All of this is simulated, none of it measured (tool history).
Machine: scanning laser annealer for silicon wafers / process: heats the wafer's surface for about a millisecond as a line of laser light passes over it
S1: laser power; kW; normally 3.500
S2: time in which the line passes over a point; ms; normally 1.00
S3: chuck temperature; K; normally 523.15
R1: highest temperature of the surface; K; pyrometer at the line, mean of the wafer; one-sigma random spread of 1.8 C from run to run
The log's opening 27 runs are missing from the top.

run 28 hour=372.1 | S1=3.168 S2=0.75 S3=494.15 | R1=1101.15
run 29 hour=379.5 | S1=3.793 S2=1.03 S3=529.15 | R1=1447.15
run 30 hour=390.8 | S1=3.042 S2=0.86 S3=502.15 | R1=1124.15
run 31 hour=406.3 | S1=3.500 S2=0.84 S3=496.15 | R1=1235.15
run 32 hour=413.6 | S1=3.362 S2=0.83 S3=543.15 | R1=1237.15
run 33 hour=424.6 | S1=3.362 S2=0.83 S3=543.15 | R1=1239.15
run 34 hour=441.3 | S1=3.362 S2=0.83 S3=551.15 | R1=1247.15
run 35 hour=455.5 | S1=3.479 S2=0.73 S3=523.15 | R1=1198.15
run 36 hour=463.4 | S1=3.479 S2=0.73 S3=523.15 | R1=1199.15
run 37 hour=480.7 | S1=3.800 S2=0.89 S3=523.15 | R1=1371.15
run 38 hour=497.9 | S1=3.284 S2=1.04 S3=560.15 | R1=1328.15
run 39 hour=512.7 | S1=3.284 S2=1.04 S3=560.15 | R1=1329.15
run 40 hour=529.4 | S1=3.073 S2=1.00 S3=509.15 | R1=1200.15

Each row is a separate what-if for the run after 40, all from the same tool condition, not one after another. Results?
run A hour=543.1 | S1=3.682 S2=0.79 S3=509.15 | R1=?
run B hour=543.1 | S1=3.688 S2=1.00 S3=503.15 | R1=?
run C hour=543.1 | S1=3.800 S2=0.82 S3=557.15 | R1=?

run=A R1=1271.15
run=B R1=1377.15
run=C R1=1362.15
Without the tool's unlogged condition, the same runs would have read:
run=A R1=1272.15
run=B R1=1378.15
run=C R1=1363.15
